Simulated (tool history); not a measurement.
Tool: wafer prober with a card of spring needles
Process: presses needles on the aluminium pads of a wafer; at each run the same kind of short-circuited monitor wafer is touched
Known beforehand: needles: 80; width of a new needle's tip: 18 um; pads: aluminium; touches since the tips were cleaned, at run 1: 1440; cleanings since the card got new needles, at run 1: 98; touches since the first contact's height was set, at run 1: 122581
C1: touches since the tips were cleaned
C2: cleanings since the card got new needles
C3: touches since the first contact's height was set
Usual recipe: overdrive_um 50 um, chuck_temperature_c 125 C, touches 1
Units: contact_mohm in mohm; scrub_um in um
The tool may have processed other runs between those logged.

{"run": 1, "hour": 0.0, "overdrive_um": 50, "chuck_temperature_c": 125, "touches": 1, "C1": 1440, "C2": 98, "C3": 122581, "contact_mohm": 211, "scrub_um": 11.83}
{"hour": 5.4, "done": "tips cleaned on abrasive film"}
{"run": 2, "hour": 13.0, "overdrive_um": 50, "chuck_temperature_c": 125, "touches": 1, "C1": 3198, "C2": 99, "C3": 128005, "contact_mohm": 210, "scrub_um": 12.01}
{"hour": 14.7, "done": "tips cleaned on abrasive film"}
{"hour": 25.0, "done": "tips cleaned on abrasive film"}
{"run": 3, "hour": 27.5, "overdrive_um": 50, "chuck_temperature_c": 125, "touches": 1, "C1": 1080, "C2": 101, "C3": 134063, "contact_mohm": 212, "scrub_um": 11.79}
{"hour": 34.9, "done": "tips cleaned on abrasive film"}
{"run": 4, "hour": 42.6, "overdrive_um": 50, "chuck_temperature_c": 125, "touches": 1, "C1": 3262, "C2": 102, "C3": 140378, "contact_mohm": 212, "scrub_um": 11.92}
{"hour": 44.8, "done": "tips cleaned on abrasive film"}
{"hour": 54.1, "done": "tips cleaned on abrasive film"}
{"hour": 63.5, "done": "tips cleaned on abrasive film"}
{"run": 5, "hour": 67.3, "overdrive_um": 69, "chuck_temperature_c": 125, "touches": 1, "C1": 1604, "C2": 105, "C3": 150690, "contact_mohm": 203, "scrub_um": 16.15}
{"hour": 73.2, "done": "tips cleaned on abrasive film"}
{"run": 6, "hour": 78.4, "overdrive_um": 69, "chuck_temperature_c": 125, "touches": 2, "C1": 2182, "C2": 106, "C3": 155305, "contact_mohm": 205, "scrub_um": 16.49}
{"hour": 82.7, "done": "tips cleaned on abrasive film"}
{"run": 7, "hour": 90.0, "overdrive_um": 36, "chuck_temperature_c": 125, "touches": 1, "C1": 3058, "C2": 107, "C3": 160148, "contact_mohm": 220, "scrub_um": 8.52}
{"hour": 91.8, "done": "tips cleaned on abrasive film"}
{"hour": 100.5, "done": "tips cleaned on abrasive film"}
{"hour": 109.8, "done": "tips cleaned on abrasive film"}
{"run": 8, "hour": 114.6, "overdrive_um": 36, "chuck_temperature_c": 125, "touches": 1, "C1": 1988, "C2": 110, "C3": 170398, "contact_mohm": 221, "scrub_um": 8.62}
{"hour": 118.8, "done": "tips cleaned on abrasive film"}
{"hour": 129.3, "done": "tips cleaned on abrasive film"}
{"hour": 137.9, "done": "tips cleaned on abrasive film"}
{"run": 9, "hour": 138.0, "overdrive_um": 58, "chuck_temperature_c": 52, "touches": 3, "C1": 32, "C2": 113, "C3": 180164, "contact_mohm": 192, "scrub_um": 13.86}
{"hour": 146.9, "done": "tips cleaned on abrasive film"}
{"run": 10, "hour": 150.8, "overdrive_um": 38, "chuck_temperature_c": 111, "touches": 1, "C1": 1637, "C2": 114, "C3": 185513, "contact_mohm": 215, "scrub_um": 8.91}
{"hour": 155.5, "done": "tips cleaned on abrasive film"}
{"run": 11, "hour": 162.8, "overdrive_um": 50, "chuck_temperature_c": 125, "touches": 2, "C1": 3085, "C2": 115, "C3": 190544, "contact_mohm": 215, "scrub_um": 11.97}
{"hour": 164.4, "done": "tips cleaned on abrasive film"}
{"hour": 173.2, "done": "tips cleaned on abrasive film"}
{"run": 12, "hour": 181.2, "overdrive_um": 59, "chuck_temperature_c": 105, "touches": 3, "C1": 3374, "C2": 117, "C3": 198225, "contact_mohm": 202, "scrub_um": 13.95}
{"hour": 182.5, "done": "tips cleaned on abrasive film"}
{"hour": 191.3, "done": "tips cleaned on abrasive film"}
{"run": 13, "hour": 197.7, "overdrive_um": 47, "chuck_temperature_c": 80, "touches": 2, "C1": 2669, "C2": 119, "C3": 205073, "contact_mohm": 206, "scrub_um": 11.08}
{"hour": 200.4, "done": "tips cleaned on abrasive film"}
{"hour": 209.1, "done": "tips cleaned on abrasive film"}
{"hour": 219.0, "done": "tips cleaned on abrasive film"}
{"run": 14, "hour": 219.3, "overdrive_um": 47, "chuck_temperature_c": 80, "touches": 2, "C1": 111, "C2": 122, "C3": 214064, "contact_mohm": 203, "scrub_um": 11.28}
{"hour": 228.7, "done": "tips cleaned on abrasive film"}
{"run": 15, "hour": 232.5, "overdrive_um": 47, "chuck_temperature_c": 80, "touches": 2, "C1": 1591, "C2": 123, "C3": 219610, "contact_mohm": 205, "scrub_um": 11.1}
{"hour": 237.9, "done": "tips cleaned on abrasive film"}
{"hour": 247.5, "done": "tips cleaned on abrasive film"}
{"run": 16, "hour": 252.2, "overdrive_um": 66, "chuck_temperature_c": 74, "touches": 3, "C1": 1968, "C2": 125, "C3": 227807, "contact_mohm": 192, "scrub_um": 15.72}

Across each entry between runs, compare the hidden state at the last listed run before it with the hidden state at the first listed run after it:
Runs 1 to 2: tips cleaned on abrasive film (hour 5.4)
  debris on the tips, nm: 0.1 -> 0.2
Runs 2 to 3: tips cleaned on abrasive film (hour 14.7); tips cleaned on abrasive film (hour 25)
  debris on the tips, nm: 0.2 -> 0.1
Runs 3 to 4: tips cleaned on abrasive film (hour 34.9)
  debris on the tips, nm: 0.1 -> 0.2
Runs 4 to 5: tips cleaned on abrasive film (hour 44.8); tips cleaned on abrasive film (hour 54.1); tips cleaned on abrasive film (hour 63.5)
  debris on the tips, nm: 0.2 -> 0.1
Runs 5 to 6: tips cleaned on abrasive film (hour 73.2)
  debris on the tips, nm: 0.1 -> 0.2
Runs 6 to 7: tips cleaned on abrasive film (hour 82.7)
  the hidden state is the same at both runs
Runs 7 to 8: tips cleaned on abrasive film (hour 91.8); tips cleaned on abrasive film (hour 100.5); tips cleaned on abrasive film (hour 109.8)
  debris on the tips, nm: 0.2 -> 0.1
Runs 8 to 9: tips cleaned on abrasive film (hour 118.8); tips cleaned on abrasive film (hour 129.3); tips cleaned on abrasive film (hour 137.9)
  debris on the tips, nm: 0.1 -> 0
Runs 9 to 10: tips cleaned on abrasive film (hour 146.9)
  debris on the tips, nm: 0 -> 0.1
Runs 10 to 11: tips cleaned on abrasive film (hour 155.5)
  debris on the tips, nm: 0.1 -> 0.2
Runs 11 to 12: tips cleaned on abrasive film (hour 164.4); tips cleaned on abrasive film (hour 173.2)
  the hidden state is the same at both runs
Runs 12 to 13: tips cleaned on abrasive film (hour 182.5); tips cleaned on abrasive film (hour 191.3)
  the hidden state is the same at both runs
Runs 13 to 14: tips cleaned on abrasive film (hour 200.4); tips cleaned on abrasive film (hour 209.1); tips cleaned on abrasive film (hour 219)
  debris on the tips, nm: 0.2 -> 0
Runs 14 to 15: tips cleaned on abrasive film (hour 228.7)
  debris on the tips, nm: 0 -> 0.1
Runs 15 to 16: tips cleaned on abrasive film (hour 237.9); tips cleaned on abrasive film (hour 247.5)
  debris on the tips, nm: 0.1 -> 0.2; way that the needles fall short of the set height, um: 0 -> 0.01
